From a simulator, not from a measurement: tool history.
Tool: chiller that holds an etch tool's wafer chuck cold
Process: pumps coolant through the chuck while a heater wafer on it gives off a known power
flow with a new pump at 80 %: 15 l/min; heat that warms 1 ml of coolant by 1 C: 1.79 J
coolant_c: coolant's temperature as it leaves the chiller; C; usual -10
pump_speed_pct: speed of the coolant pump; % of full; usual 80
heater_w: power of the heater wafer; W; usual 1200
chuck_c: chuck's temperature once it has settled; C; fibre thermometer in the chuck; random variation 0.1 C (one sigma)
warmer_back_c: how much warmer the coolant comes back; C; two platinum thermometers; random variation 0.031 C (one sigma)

| run | hour | coolant_c | pump_speed_pct | heater_w | chuck_c | warmer_back_c |
|---|---|---|---|---|---|---|
| 1 | 0 | -10 | 80 | 1200 | 1.7 | 2.69 |
| 2 | 45.3 | -10 | 80 | 1244 | 2.1 | 2.81 |
| 3 | 122.4 | -10 | 80 | 1244 | 2.1 | 2.71 |
| 4 | 187.7 | -10 | 80 | 1200 | 1.9 | 2.68 |
| 5 | 258.8 | -10 | 80 | 1200 | 1.7 | 2.58 |
| 6 | 309.3 | -10 | 80 | 1200 | 1.8 | 2.57 |
| 7 | 389.2 | -10 | 80 | 1200 | 1.7 | 2.57 |
| 8 | 435.9 | -10 | 80 | 1200 | 1.8 | 2.54 |
| 9 | 502.4 | -10 | 61 | 1200 | 5.4 | 3.5 |
| 10 | 569.2 | -10 | 61 | 1200 | 5.2 | 3.46 |
| 11 | 650.9 | -10 | 80 | 1200 | 1.6 | 2.46 |
| 12 | 716.7 | -6 | 80 | 1200 | 5.7 | 2.51 |
| 13 | 817.3 | -6 | 80 | 1200 | 5.8 | 2.44 |
| 14 | 900.8 | -18 | 80 | 1200 | -6.3 | 2.41 |
| 15 | 1003.9 | -10 | 80 | 1200 | 1.9 | 2.34 |
| 16 | 1091.4 | -10 | 80 | 791 | -2.1 | 1.48 |
| 17 | 1185.5 | -10 | 98 | 1143 | -1 | 1.71 |
| 18 | 1233.5 | -1 | 80 | 1273 | 11.4 | 2.47 |
| 19 | 1306.7 | -17 | 80 | 633 | -10.6 | 1.03 |
|  | 1376.4 | gauge calibrated |
| 20 | 1386.2 | -17 | 80 | 1415 | -3.2 | 3.14 |
| 21 | 1466.5 | -17 | 80 | 1415 | -3.1 | 3.1 |
| 22 | 1529.4 | -17 | 80 | 1415 | -3.2 | 3.11 |
| 23 | 1623.3 | -10 | 96 | 671 | -4.4 | 1.15 |
| 24 | 1709.2 | -10 | 96 | 855 | -3.1 | 1.44 |
| 25 | 1810.1 | -3 | 92 | 855 | 4.3 | 1.54 |
| 26 | 1921.2 | -3 | 92 | 855 | 4.3 | 1.49 |
| 27 | 1977.3 | -10 | 62 | 855 | 0.8 | 2.42 |
| 28 | 2036.5 | -4 | 80 | 957 | 5.3 | 1.91 |
| 29 | 2097.4 | -1 | 80 | 1634 | 14.8 | 3.42 |
|  | 2128.8 | chiller's thermometer calibrated |
| 30 | 2195.1 | -13 | 97 | 1200 | -3.4 | 1.96 |
| 31 | 2276.1 | -13 | 97 | 1200 | -3.4 | 1.92 |
| 32 | 2331.2 | -8 | 89 | 960 | 0.5 | 1.64 |

Hidden state or all else? Some run-to-run changes of warmer_back_c, split into what the settings, what came in and random variation would give without the hidden state, and what is left for the hidden state (with any gauge scatter that isn't in both results):
The hidden state here: heat passed by the chuck's channels, % of clean ones'; flow at a given pump speed, % of a new pump's; coolant's true temperature over the reading, C; drift of the gauge itself on chuck_c, C; drift of the gauge itself on warmer_back_c, C.
Run 9 -> 10: no setting changed, nothing entered. warmer_back_c -0.04 C: hidden state -0.03, all else -0.01.
Run 14 -> 15: coolant_c -18 -> -10. warmer_back_c -0.07 C: hidden state -0.04, all else -0.03.
Run 19 -> 20: heater_w 633 -> 1415, gauge calibrated. warmer_back_c +2.11 C: hidden state +0.38, all else +1.73.
Run 22 -> 23: coolant_c -17 -> -10, pump_speed_pct 80 -> 96, heater_w 1415 -> 671. warmer_back_c -1.96 C: hidden state -0.03, all else -1.93.
Run 28 -> 29: coolant_c -4 -> -1, heater_w 957 -> 1634. warmer_back_c +1.51 C: hidden state -0.02, all else +1.53.

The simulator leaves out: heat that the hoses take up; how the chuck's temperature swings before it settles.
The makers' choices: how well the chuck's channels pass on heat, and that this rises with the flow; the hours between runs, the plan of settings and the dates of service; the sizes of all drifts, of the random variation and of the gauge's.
